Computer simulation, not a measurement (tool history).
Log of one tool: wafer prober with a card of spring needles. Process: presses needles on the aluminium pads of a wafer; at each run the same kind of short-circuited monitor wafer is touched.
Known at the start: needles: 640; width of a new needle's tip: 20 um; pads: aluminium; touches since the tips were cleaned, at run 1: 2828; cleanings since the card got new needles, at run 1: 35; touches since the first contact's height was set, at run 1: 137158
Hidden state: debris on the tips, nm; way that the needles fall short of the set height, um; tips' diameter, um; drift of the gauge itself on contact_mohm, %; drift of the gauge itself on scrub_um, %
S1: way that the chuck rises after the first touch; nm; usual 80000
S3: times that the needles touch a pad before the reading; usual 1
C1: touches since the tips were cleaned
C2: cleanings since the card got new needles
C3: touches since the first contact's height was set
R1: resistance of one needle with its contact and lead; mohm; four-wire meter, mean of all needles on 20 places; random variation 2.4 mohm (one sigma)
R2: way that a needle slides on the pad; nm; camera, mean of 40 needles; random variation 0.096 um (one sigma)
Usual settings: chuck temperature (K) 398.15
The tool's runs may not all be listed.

{"run": 1, "hour": 0.0, "S1": 80000, "chuck temperature (K)": 398.15, "S3": 1, "C1": 2828, "C2": 35, "C3": 137158, "R1": 274, "R2": 19890}
{"hour": 1.9, "done": "tips cleaned on abrasive film"}
{"hour": 9.4, "done": "tips cleaned on abrasive film"}
{"hour": 18.5, "done": "tips cleaned on abrasive film"}
{"hour": 25.9, "done": "tips cleaned on abrasive film"}
{"run": 2, "hour": 30.3, "S1": 80000, "chuck temperature (K)": 382.15, "S3": 1, "C1": 2109, "C2": 39, "C3": 151432, "R1": 267, "R2": 20050}
{"hour": 34.0, "done": "tips cleaned on abrasive film"}
{"hour": 41.5, "done": "tips cleaned on abrasive film"}
{"hour": 50.7, "done": "tips cleaned on abrasive film"}
{"hour": 60.0, "done": "tips cleaned on abrasive film"}
{"run": 3, "hour": 63.7, "S1": 80000, "chuck temperature (K)": 382.15, "S3": 1, "C1": 1792, "C2": 43, "C3": 167204, "R1": 268, "R2": 19920}
{"hour": 67.5, "done": "tips cleaned on abrasive film"}
{"hour": 76.7, "done": "tips cleaned on abrasive film"}
{"hour": 84.1, "done": "tips cleaned on abrasive film"}
{"hour": 93.0, "done": "tips cleaned on abrasive film"}
{"run": 4, "hour": 99.3, "S1": 80000, "chuck temperature (K)": 382.15, "S3": 1, "C1": 3043, "C2": 47, "C3": 184031, "R1": 268, "R2": 19960}
{"hour": 101.0, "done": "tips cleaned on abrasive film"}
{"hour": 110.3, "done": "tips cleaned on abrasive film"}
{"hour": 119.3, "done": "tips cleaned on abrasive film"}
{"hour": 126.7, "done": "tips cleaned on abrasive film"}
{"run": 5, "hour": 128.8, "S1": 85000, "chuck temperature (K)": 382.15, "S3": 1, "C1": 999, "C2": 51, "C3": 197902, "R1": 266, "R2": 21100}
{"hour": 134.4, "done": "tips cleaned on abrasive film"}
{"hour": 141.8, "done": "tips cleaned on abrasive film"}
{"run": 6, "hour": 145.0, "S1": 80000, "chuck temperature (K)": 372.15, "S3": 1, "C1": 1507, "C2": 53, "C3": 205529, "R1": 268, "R2": 19900}
{"hour": 150.5, "done": "tips cleaned on abrasive film"}
{"hour": 159.8, "done": "tips cleaned on abrasive film"}
{"hour": 169.0, "done": "tips cleaned on abrasive film"}
{"run": 7, "hour": 173.2, "S1": 80000, "chuck temperature (K)": 372.15, "S3": 1, "C1": 2000, "C2": 56, "C3": 218887, "R1": 265, "R2": 19890}
{"hour": 177.0, "done": "tips cleaned on abrasive film"}
{"hour": 184.4, "done": "tips cleaned on abrasive film"}
{"hour": 193.4, "done": "tips cleaned on abrasive film"}
{"hour": 200.8, "done": "tips cleaned on abrasive film"}
{"run": 8, "hour": 201.3, "S1": 80000, "chuck temperature (K)": 372.15, "S3": 1, "C1": 242, "C2": 60, "C3": 232123, "R1": 267, "R2": 19910}
{"hour": 208.4, "done": "tips cleaned on abrasive film"}
{"hour": 217.5, "done": "tips cleaned on abrasive film"}
{"run": 9, "hour": 218.7, "S1": 89000, "chuck temperature (K)": 332.15, "S3": 2, "C1": 578, "C2": 62, "C3": 240308, "R1": 253, "R2": 22110}
{"hour": 224.5, "done": "height of the first contact set anew"}
{"hour": 226.4, "done": "tips cleaned on abrasive film"}
{"hour": 235.5, "done": "tips cleaned on abrasive film"}
{"hour": 242.9, "done": "tips cleaned on abrasive film"}
{"hour": 252.1, "done": "tips cleaned on abrasive film"}
{"run": 10, "hour": 257.5, "S1": 89000, "chuck temperature (K)": 332.15, "S3": 2, "C1": 2585, "C2": 66, "C3": 15606, "R1": 253, "R2": 22240}

The next listed run, before its measurement:
{"hour": 261.3, "done": "tips cleaned on abrasive film"}
{"hour": 270.4, "done": "tips cleaned on abrasive film"}
{"hour": 279.6, "done": "tips cleaned on abrasive film"}
{"run": 11, "hour": 286.7, "S1": 84000, "chuck temperature (K)": 323.15, "S3": 2, "C1": 3417, "C2": 69, "C3": 29410, "R1": "?", "R2": "?"}

Run 11 gave R1 250 mohm, R2 20790 nm.
Without the tool's hidden state the same run would have given R1 250 mohm, R2 20930 nm.
